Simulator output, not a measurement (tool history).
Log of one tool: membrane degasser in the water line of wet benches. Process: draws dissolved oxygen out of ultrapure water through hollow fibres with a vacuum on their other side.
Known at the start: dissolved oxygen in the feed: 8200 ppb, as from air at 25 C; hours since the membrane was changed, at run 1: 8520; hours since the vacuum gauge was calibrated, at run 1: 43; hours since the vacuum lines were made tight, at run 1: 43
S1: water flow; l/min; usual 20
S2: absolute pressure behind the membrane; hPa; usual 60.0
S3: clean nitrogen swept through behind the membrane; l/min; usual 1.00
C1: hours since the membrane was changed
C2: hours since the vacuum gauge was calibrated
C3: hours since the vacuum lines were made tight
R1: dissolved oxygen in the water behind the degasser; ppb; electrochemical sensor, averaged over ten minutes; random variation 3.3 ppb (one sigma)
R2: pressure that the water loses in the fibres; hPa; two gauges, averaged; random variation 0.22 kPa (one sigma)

run,hour,S1,S2,S3,C1,C2,C3,R1,R2
1,0.0,20,60.0,1.00,8520,43,43,358.2,575.3
2,166.9,15,60.0,1.00,8687,210,210,255.2,427.3
3,353.2,15,60.0,1.00,8873,396,396,257.3,425.7
4,506.6,20,60.0,1.00,9026,549,549,360.8,574.4
5,770.4,20,60.0,1.00,9290,813,813,360.4,570.6
6,940.8,20,60.0,1.00,9461,983,983,356.6,572.2
7,1058.9,20,60.0,1.00,9579,1102,1102,368.8,573.3
8,1248.1,20,60.0,1.00,9768,1291,1291,370.8,573.8
9,1512.3,20,107.1,1.00,10032,1555,1555,563.6,578.1
10,1784.9,27,64.3,1.00,10305,1828,1828,530.0,779.6

Run 11 comes next. What will it give?
11,1981.2,27,137.1,1.42,10501,2024,2024,?,?

R1: 749.2 ppb
R2: 774.5 hPa
Without the tool's hidden state the same run would have given R1 703.7 ppb, R2 740.0 hPa.

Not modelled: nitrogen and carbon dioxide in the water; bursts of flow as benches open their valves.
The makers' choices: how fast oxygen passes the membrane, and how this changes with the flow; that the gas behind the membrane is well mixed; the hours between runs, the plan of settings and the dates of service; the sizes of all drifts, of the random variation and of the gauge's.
